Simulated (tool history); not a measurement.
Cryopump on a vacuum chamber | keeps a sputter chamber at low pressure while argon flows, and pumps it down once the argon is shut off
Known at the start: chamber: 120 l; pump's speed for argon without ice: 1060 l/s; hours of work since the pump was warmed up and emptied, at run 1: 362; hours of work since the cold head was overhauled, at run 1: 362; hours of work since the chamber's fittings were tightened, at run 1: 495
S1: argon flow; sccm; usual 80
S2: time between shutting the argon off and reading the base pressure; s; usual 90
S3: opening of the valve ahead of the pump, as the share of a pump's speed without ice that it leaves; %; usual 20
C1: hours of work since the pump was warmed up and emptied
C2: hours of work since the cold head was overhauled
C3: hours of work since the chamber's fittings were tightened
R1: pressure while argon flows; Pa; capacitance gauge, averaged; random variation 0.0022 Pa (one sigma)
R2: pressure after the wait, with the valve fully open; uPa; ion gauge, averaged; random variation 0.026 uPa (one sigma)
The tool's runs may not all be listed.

| run | hour | S1 | S2 | S3 | C1 | C2 | C3 | R1 | R2 |
|---|---|---|---|---|---|---|---|---|---|
| 1 | 0.0 | 80 | 90 | 20 | 362 | 362 | 495 | 0.6512 | 1.99 |
| 2 | 14.0 | 80 | 90 | 20 | 368 | 368 | 501 | 0.6508 | 2.06 |
| 3 | 33.3 | 80 | 90 | 20 | 377 | 377 | 510 | 0.6484 | 2.05 |
| 4 | 49.7 | 80 | 90 | 20 | 384 | 384 | 517 | 0.6548 | 2.03 |
| 5 | 62.7 | 80 | 90 | 20 | 390 | 390 | 523 | 0.6507 | 2.10 |
| 6 | 79.7 | 80 | 90 | 20 | 398 | 398 | 531 | 0.6521 | 2.06 |
| 7 | 88.9 | 80 | 90 | 20 | 402 | 402 | 535 | 0.6517 | 2.16 |
| 8 | 100.7 | 80 | 90 | 34 | 407 | 407 | 541 | 0.3906 | 2.10 |
| 9 | 116.6 | 80 | 69 | 20 | 415 | 415 | 548 | 0.6542 | 2.43 |
| 10 | 130.5 | 80 | 69 | 20 | 421 | 421 | 554 | 0.6550 | 2.39 |
| 11 | 140.8 | 80 | 57 | 20 | 426 | 426 | 559 | 0.6530 | 2.50 |
| 12 | 158.6 | 80 | 57 | 20 | 434 | 434 | 567 | 0.6531 | 2.62 |
| 13 | 167.8 | 80 | 95 | 20 | 438 | 438 | 571 | 0.6545 | 2.04 |
| 14 | 181.5 | 124 | 90 | 20 | 444 | 444 | 577 | 1.0130 | 2.18 |
| 15 | 193.5 | 80 | 90 | 20 | 450 | 450 | 583 | 0.6529 | 2.18 |
| 16 | 207.2 | 80 | 90 | 20 | 456 | 456 | 589 | 0.6544 | 2.22 |
| 17 | 219.9 | 80 | 90 | 20 | 462 | 462 | 595 | 0.6546 | 2.25 |
| 18 | 232.4 | 80 | 90 | 20 | 467 | 467 | 601 | 0.6584 | 2.32 |
| 19 | 242.0 | 80 | 90 | 20 | 472 | 472 | 605 | 0.6584 | 2.24 |
| 20 | 255.9 | 148 | 32 | 25 | 478 | 478 | 611 | 0.9754 | 3.81 |
| 21 | 264.7 | 158 | 116 | 20 | 482 | 482 | 615 | 1.2969 | 2.10 |
| 22 | 279.9 | 130 | 27 | 32 | 489 | 489 | 622 | 0.6786 | 4.22 |
| 23 | 288.1 | 45 | 30 | 27 | 493 | 493 | 626 | 0.2753 | 3.94 |
| 24 | 296.1 | 45 | 30 | 27 | 496 | 496 | 630 | 0.2751 | 3.86 |
| 25 | 315.8 | 47 | 90 | 20 | 505 | 505 | 639 | 0.3868 | 2.31 |
| 26 | 332.1 | 47 | 90 | 20 | 513 | 513 | 646 | 0.3869 | 2.31 |
| 27 | 349.8 | 38 | 90 | 52 | 521 | 521 | 654 | 0.1245 | 2.34 |
| 28 | 369.6 | 83 | 36 | 52 | 530 | 530 | 663 | 0.2757 | 3.63 |
| 29 | 377.8 | 83 | 36 | 52 | 534 | 534 | 667 | 0.2734 | 3.58 |
| 30 | 391.0 | 50 | 60 | 20 | 540 | 540 | 673 | 0.4124 | 2.78 |
| 31 | 404.3 | 64 | 90 | 23 | 546 | 546 | 679 | 0.4581 | 2.42 |
| 32 | 420.7 | 64 | 90 | 23 | 553 | 553 | 686 | 0.4616 | 2.41 |
|  | 440.7 | pump warmed up, emptied and cooled again |
| 33 | 442.1 | 152 | 190 | 20 | 1 | 561 | 694 | 1.2128 | 1.79 |
| 34 | 457.3 | 152 | 190 | 20 | 8 | 568 | 701 | 1.2183 | 1.83 |
| 35 | 467.1 | 80 | 42 | 24 | 12 | 572 | 705 | 0.5318 | 3.21 |

Forecast each of these 3 alternatives for the next run:
| A | 482.8 | 80 | 34 | 20 | 19 | 579 | 712 | ? | ? |
| B | 482.8 | 57 | 90 | 34 | 19 | 579 | 712 | ? | ? |
| C | 482.8 | 33 | 47 | 25 | 19 | 579 | 712 | ? | ? |

| run | R1 | R2 |
|---|---|---|
| A | 0.6420 | 3.58 |
| B | 0.2701 | 2.23 |
| C | 0.2118 | 2.96 |
Without the tool's hidden state the same runs would have given:
| run | R1 | R2 |
|---|---|---|
| A | 0.6402 | 2.40 |
| B | 0.2688 | 1.08 |
| C | 0.2110 | 1.81 |
